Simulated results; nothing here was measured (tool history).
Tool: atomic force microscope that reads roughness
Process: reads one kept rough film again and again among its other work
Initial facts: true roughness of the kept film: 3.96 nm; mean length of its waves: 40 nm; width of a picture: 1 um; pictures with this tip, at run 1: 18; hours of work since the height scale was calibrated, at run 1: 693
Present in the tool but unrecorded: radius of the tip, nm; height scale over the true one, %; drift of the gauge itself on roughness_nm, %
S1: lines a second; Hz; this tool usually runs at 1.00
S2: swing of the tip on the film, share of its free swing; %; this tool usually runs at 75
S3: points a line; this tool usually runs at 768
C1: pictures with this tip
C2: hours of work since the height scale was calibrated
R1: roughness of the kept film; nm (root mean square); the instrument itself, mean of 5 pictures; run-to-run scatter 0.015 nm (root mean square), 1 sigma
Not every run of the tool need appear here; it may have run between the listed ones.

run 1 day=0.000 | S1=1.00 S2=75 S3=768 | C1=18 C2=693 | R1=3.468
run 2 day=0.604 | S1=1.00 S2=75 S3=768 | C1=49 C2=704 | R1=3.297
-- day=1.188 new tip fitted
run 3 day=1.617 | S1=1.00 S2=75 S3=768 | C1=22 C2=722 | R1=3.466
-- day=2.812 new tip fitted
run 4 day=2.812 | S1=1.00 S2=75 S3=768 | C1=0 C2=743 | R1=3.589
run 5 day=3.633 | S1=1.00 S2=59 S3=768 | C1=42 C2=757 | R1=3.419
-- day=4.354 new tip fitted
run 6 day=4.596 | S1=1.00 S2=75 S3=768 | C1=12 C2=774 | R1=3.497
-- day=5.962 new tip fitted
run 7 day=6.100 | S1=1.00 S2=73 S3=768 | C1=7 C2=800 | R1=3.579
run 8 day=6.833 | S1=1.00 S2=73 S3=768 | C1=45 C2=813 | R1=3.293
-- day=7.504 new tip fitted
run 9 day=7.504 | S1=1.00 S2=73 S3=768 | C1=0 C2=825 | R1=3.599
run 10 day=8.142 | S1=1.00 S2=73 S3=768 | C1=33 C2=836 | R1=3.364
run 11 day=8.838 | S1=1.28 S2=75 S3=768 | C1=69 C2=849 | R1=3.116
-- day=9.054 new tip fitted
run 12 day=9.858 | S1=1.28 S2=75 S3=768 | C1=41 C2=867 | R1=3.329
-- day=10.646 new tip fitted
run 13 day=10.879 | S1=1.00 S2=80 S3=768 | C1=12 C2=884 | R1=3.473
-- day=12.196 new tip fitted
run 14 day=12.196 | S1=1.00 S2=75 S3=768 | C1=0 C2=907 | R1=3.613
run 15 day=13.392 | S1=1.00 S2=75 S3=768 | C1=62 C2=929 | R1=3.245
-- day=13.771 new tip fitted
run 16 day=14.771 | S1=1.00 S2=75 S3=768 | C1=52 C2=953 | R1=3.274
-- day=15.304 new tip fitted
run 17 day=15.962 | S1=1.00 S2=75 S3=768 | C1=34 C2=974 | R1=3.395
run 18 day=16.583 | S1=1.00 S2=75 S3=441 | C1=65 C2=985 | R1=3.176
-- day=16.917 new tip fitted
run 19 day=17.588 | S1=1.00 S2=75 S3=441 | C1=34 C2=1002 | R1=3.366
-- day=18.479 new tip fitted
run 20 day=19.017 | S1=1.00 S2=75 S3=441 | C1=27 C2=1027 | R1=3.358
-- day=20.038 new tip fitted
run 21 day=20.271 | S1=1.00 S2=75 S3=768 | C1=12 C2=1049 | R1=3.483
-- day=21.617 new tip fitted
run 22 day=21.638 | S1=1.00 S2=80 S3=768 | C1=1 C2=1073 | R1=3.517
run 23 day=22.946 | S1=1.00 S2=75 S3=768 | C1=68 C2=1097 | R1=3.163
-- day=23.058 height scale calibrated on a step standard
-- day=23.229 new tip fitted
run 24 day=24.100 | S1=1.00 S2=75 S3=768 | C1=45 C2=18 | R1=3.311
-- day=24.829 new tip fitted
run 25 day=24.929 | S1=2.57 S2=62 S3=985 | C1=5 C2=33 | R1=3.547
run 26 day=25.667 | S1=2.57 S2=62 S3=985 | C1=43 C2=46 | R1=3.289
-- day=26.417 new tip fitted
run 27 day=26.996 | S1=2.57 S2=62 S3=985 | C1=30 C2=69 | R1=3.382
-- day=27.954 new tip fitted
run 28 day=28.146 | S1=1.00 S2=57 S3=768 | C1=10 C2=89 | R1=3.643
-- day=28.883 height scale calibrated on a step standard, once more
run 29 day=29.217 | S1=1.00 S2=57 S3=768 | C1=63 C2=6 | R1=3.308
-- day=29.579 new tip fitted
run 30 day=30.108 | S1=1.00 S2=57 S3=768 | C1=27 C2=21 | R1=3.496
run 31 day=30.733 | S1=1.00 S2=57 S3=768 | C1=59 C2=33 | R1=3.291
-- day=31.108 new tip fitted
run 32 day=32.171 | S1=0.51 S2=56 S3=581 | C1=54 C2=58 | R1=3.399
-- day=32.675 new tip fitted
run 33 day=33.333 | S1=0.78 S2=56 S3=853 | C1=34 C2=78 | R1=3.508
run 34 day=34.138 | S1=0.78 S2=56 S3=853 | C1=75 C2=92 | R1=3.257
-- day=34.275 new tip fitted
run 35 day=34.842 | S1=0.64 S2=77 S3=853 | C1=29 C2=105 | R1=3.435
run 36 day=35.762 | S1=0.64 S2=77 S3=853 | C1=77 C2=121 | R1=3.178
-- day=35.900 new tip fitted
run 37 day=36.625 | S1=3.96 S2=77 S3=523 | C1=37 C2=136 | R1=3.000
run 38 day=37.254 | S1=3.65 S2=60 S3=768 | C1=69 C2=147 | R1=3.119
-- day=37.479 new tip fitted
run 39 day=38.067 | S1=3.65 S2=60 S3=768 | C1=30 C2=161 | R1=3.349
run 40 day=38.712 | S1=1.51 S2=55 S3=334 | C1=63 C2=173 | R1=3.252
-- day=39.088 new tip fitted
run 41 day=39.938 | S1=1.76 S2=70 S3=305 | C1=44 C2=194 | R1=3.303
-- day=40.692 new tip fitted
run 42 day=41.012 | S1=0.65 S2=70 S3=714 | C1=17 C2=213 | R1=3.579
-- day=42.271 new tip fitted
run 43 day=42.346 | S1=1.00 S2=86 S3=523 | C1=3 C2=236 | R1=3.511
run 44 day=43.304 | S1=1.00 S2=75 S3=550 | C1=53 C2=253 | R1=3.269
-- day=43.875 new tip fitted
run 45 day=43.996 | S1=2.03 S2=75 S3=653 | C1=6 C2=265 | R1=3.456

A few steps of R1 between consecutive runs. Split each: what settings, incoming material and random variation would produce without the hidden state, and what is left over for the hidden state, along with gauge scatter present in only one of the two compared results (measured, and without hidden state):
Run 14 -> 15: settings left as they were, no log entry in between. R1 -0.368 nm (root mean square): hidden state -0.382, all else +0.014.
Run 22 -> 23: S2 80 -> 75. R1 -0.354 nm (root mean square): hidden state -0.433, all else +0.079.
Run 28 -> 29: height scale calibrated on a step standard, once more. R1 -0.335 nm (root mean square): hidden state -0.310, all else -0.025.
Run 43 -> 44: S2 86 -> 75, S3 523 -> 550. R1 -0.242 nm (root mean square): hidden state -0.351, all else +0.109.

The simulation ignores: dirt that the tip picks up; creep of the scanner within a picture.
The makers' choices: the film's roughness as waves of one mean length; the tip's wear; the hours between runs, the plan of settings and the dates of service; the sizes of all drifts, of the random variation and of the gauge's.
